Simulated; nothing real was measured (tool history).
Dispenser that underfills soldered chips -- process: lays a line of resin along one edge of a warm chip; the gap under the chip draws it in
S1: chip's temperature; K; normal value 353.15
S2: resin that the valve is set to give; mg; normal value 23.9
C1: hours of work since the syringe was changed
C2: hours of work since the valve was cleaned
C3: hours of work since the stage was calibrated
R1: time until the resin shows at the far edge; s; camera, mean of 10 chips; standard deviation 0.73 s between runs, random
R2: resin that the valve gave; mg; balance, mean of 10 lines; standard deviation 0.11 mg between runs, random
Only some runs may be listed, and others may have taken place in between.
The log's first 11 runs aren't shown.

run	day	S1	S2	C1	C2	C3	R1	R2
12	2.95	353.15	23.9	5	5	308	94.7	23.8
13	3.221	355.15	23.9	9	9	312	110.6	23.71
# day 3.396: new syringe of resin
14	3.604	353.15	26.7	3	15	318	84.2	26.59
15	3.971	353.15	26.7	9	21	324	117	26.27
# day 4.138: new syringe of resin
16	4.296	353.15	26.7	3	26	329	81.5	26.29
17	4.596	353.15	26.7	7	31	334	105.3	26.06
# day 4.883: new syringe of resin
18	4.971	353.15	23.9	1	37	340	79.1	23.17
19	5.367	353.15	23.9	8	43	346	111.1	23.03
20	5.571	351.15	26.2	11	46	349	143.3	25.32
# day 5.633: new syringe of resin
21	5.929	363.15	29.9	5	52	355	62.8	29.07
22	6.271	359.15	26.9	10	57	361	100.5	25.6
# day 6.396: new syringe of resin
23	6.583	353.15	24.2	3	62	365	88.1	23.12
24	6.888	361.15	21.7	8	67	370	87.5	20.57
# day 7.133: new syringe of resin
# day 7.175: dispensing valve cleaned and set on the balance
25	7.217	356.15	28.7	1	1	375	68.9	28.52
26	7.554	358.15	28.2	6	6	380	84.2	28.01
27	7.854	352.15	27.9	11	11	385	139.3	27.59
# day 7.912: new syringe of resin
28	8.042	347.15	23.9	2	14	388	104.6	23.58
29	8.417	339.15	25.7	8	20	394	198.3	25.34
# day 8.65: new syringe of resin
30	8.65	344.15	25.2	0	23	397	105.4	24.59
31	8.904	364.15	23.9	4	27	402	61.2	23.48
32	9.15	349.15	24.1	8	31	406	134.2	23.61
# day 9.392: new syringe of resin
33	9.45	339.15	27	1	36	410	136.6	26.33
34	9.833	364.15	25.1	7	42	416	72	24.16
# day 10.154: new syringe of resin
35	10.167	348.15	23.9	0	47	422	92	23.21
# day 10.292: stage's temperature calibrated
36	10.4	366.15	25.3	3	51	2	49	24.43

3 options for the next run, each taken on its own from the tool as it stands now. Forecast them:
A	10.662	340.15	26.1	8	55	6	?	?
B	10.662	346.15	28.4	8	55	6	?	?
C	10.662	356.15	20.3	8	55	6	?	?

run	R1	R2
A	169.8	25.12
B	131.2	27.36
C	93.6	19.71
Take away the tool's hidden state, keep each run's random variation, and the runs would have read:
run	R1	R2
A	111.6	26.15
B	86.1	28.48
C	61	20.52
